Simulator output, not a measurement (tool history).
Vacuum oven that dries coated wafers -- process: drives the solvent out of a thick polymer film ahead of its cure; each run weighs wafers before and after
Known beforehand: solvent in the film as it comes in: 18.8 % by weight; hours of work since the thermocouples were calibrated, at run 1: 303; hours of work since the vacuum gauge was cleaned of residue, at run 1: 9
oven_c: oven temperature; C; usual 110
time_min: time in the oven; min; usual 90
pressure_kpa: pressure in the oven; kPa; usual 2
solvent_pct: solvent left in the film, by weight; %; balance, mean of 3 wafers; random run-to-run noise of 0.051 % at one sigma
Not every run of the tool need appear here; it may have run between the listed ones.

run,hour,oven_c,time_min,pressure_kpa,hours of work since the thermocouples were calibrated,hours of work since the vacuum gauge was cleaned of residue,solvent_pct
1,0,110,90,2,303,9,3.25
2,9.2,110,51,2,309,15,6.04
3,20.2,110,51,2,316,22,5.94
4,34.4,110,51,2,324,30,6.1
5,45.4,110,51,2,331,37,6.1
6,56.2,110,51,2,338,44,5.99
7,66.7,110,51,2,344,50,5.94
8,73.8,110,90,2,348,54,3.38
9,81.9,110,150,2,353,59,1.95
10,95.8,110,150,2,362,68,2
11,108.4,110,90,1.35,369,75,2.92
12,116.6,110,90,1.35,374,80,3.02
13,125.9,110,99,2,380,86,3
# hour 128.7: vacuum gauge cleaned of residue and calibrated
14,140.6,123,90,2,388,7,1.48
15,149.4,110,90,2,394,13,3.33
16,159,108,90,2,399,19,3.81
# hour 165.7: vacuum gauge cleaned of residue and calibrated, once more
17,167.2,108,78,2,404,1,4.44
18,173.2,104,90,2,407,5,4.78
19,181.6,104,90,2,412,10,4.66
20,192.5,111,119,4.41,419,16,3.74
21,204.6,110,90,1.84,426,24,3.28
22,211.9,110,121,3.51,431,28,3.39
23,220.1,110,60,2,436,33,5.21
24,232.6,112,112,2,443,41,2.31
25,241.4,105,112,2,449,46,3.57
26,254.1,105,112,1.37,457,54,3.1
27,265.3,105,112,1.37,463,61,3.09
28,278,116,90,4.44,471,69,3.67
29,288.7,110,130,1.28,478,75,1.72
30,299.4,124,90,2,484,82,1.31
31,312.5,120,90,3.37,492,90,2.49
32,319,110,131,2,496,94,2.17
33,330.7,110,78,2,503,101,3.92
34,340.6,97,48,2,509,107,9.51

Consider 5 possible next runs. They are alternatives, not a sequence: every one starts from the tool as it was left by run 34. What does each give?
A,348.5,96,90,2.59,514,112,?
B,348.5,110,90,3.17,514,112,?
C,348.5,97,48,5.59,514,112,?
D,348.5,110,65,2,514,112,?
E,348.5,95,85,1.71,514,112,?

run,solvent_pct
A,7.24
B,4.12
C,11.77
D,4.87
E,7.11
Stripped of hidden state, with their random variation kept, the same runs would have yielded:
run,solvent_pct
A,7.28
B,4.15
C,11.82
D,4.91
E,7.15
